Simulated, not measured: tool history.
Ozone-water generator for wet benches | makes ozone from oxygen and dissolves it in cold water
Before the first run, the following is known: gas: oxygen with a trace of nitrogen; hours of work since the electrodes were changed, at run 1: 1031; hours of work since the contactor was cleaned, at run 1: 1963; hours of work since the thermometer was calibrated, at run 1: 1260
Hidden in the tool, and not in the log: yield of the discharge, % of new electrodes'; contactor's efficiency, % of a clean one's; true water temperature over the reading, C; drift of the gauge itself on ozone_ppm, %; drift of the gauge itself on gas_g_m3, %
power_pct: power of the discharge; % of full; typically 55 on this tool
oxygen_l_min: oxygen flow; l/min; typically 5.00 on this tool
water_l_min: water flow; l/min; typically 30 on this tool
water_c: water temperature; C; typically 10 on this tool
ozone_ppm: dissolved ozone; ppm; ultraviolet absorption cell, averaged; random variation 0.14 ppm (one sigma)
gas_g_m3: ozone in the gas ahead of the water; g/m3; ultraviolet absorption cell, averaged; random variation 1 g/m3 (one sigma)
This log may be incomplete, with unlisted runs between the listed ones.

run,hour,power_pct,oxygen_l_min,water_l_min,water_c,hours of work since the electrodes were changed,hours of work since the contactor was cleaned,hours of work since the thermometer was calibrated,ozone_ppm,gas_g_m3
1,0.0,55,5.00,30,10,1031,1963,1260,16.7,180.2
2,25.0,55,5.00,30,10,1055,1986,1284,16.8,178.1
3,56.4,55,5.00,30,10,1084,2016,1313,16.7,176.0
4,86.7,55,5.00,30,10,1113,2045,1342,16.9,176.9
5,128.7,55,5.00,30,10,1153,2084,1382,16.7,176.9
6,169.9,55,5.00,30,10,1191,2123,1420,17.0,176.2
7,201.7,55,5.00,23,10,1221,2153,1450,21.4,178.6
8,226.2,55,5.00,23,10,1244,2176,1473,21.3,176.6
9,263.0,55,5.00,23,10,1279,2211,1508,21.5,173.7
10,304.2,55,5.00,23,10,1318,2250,1547,21.4,176.8
11,337.1,55,2.82,22,10,1349,2281,1578,21.5,254.6
12,359.0,55,2.82,23,17,1370,2302,1599,19.1,249.9
13,389.3,85,2.82,19,17,1398,2330,1627,33.7,367.4

Below are 3 alternative next runs, each starting from the tool's condition after run 13. Predict each:
A,409.9,85,4.14,19,17,1418,2350,1647,?,?
B,409.9,85,2.82,19,8,1418,2350,1647,?,?
C,409.9,85,3.04,19,5,1418,2350,1647,?,?

run,ozone_ppm,gas_g_m3
A,33.7,289.4
B,36.1,364.9
C,37.4,349.8
With the hidden condition removed and each run's random variation left untouched, the same runs would have given:
run,ozone_ppm,gas_g_m3
A,35.0,298.6
B,37.5,376.4
C,38.9,360.8

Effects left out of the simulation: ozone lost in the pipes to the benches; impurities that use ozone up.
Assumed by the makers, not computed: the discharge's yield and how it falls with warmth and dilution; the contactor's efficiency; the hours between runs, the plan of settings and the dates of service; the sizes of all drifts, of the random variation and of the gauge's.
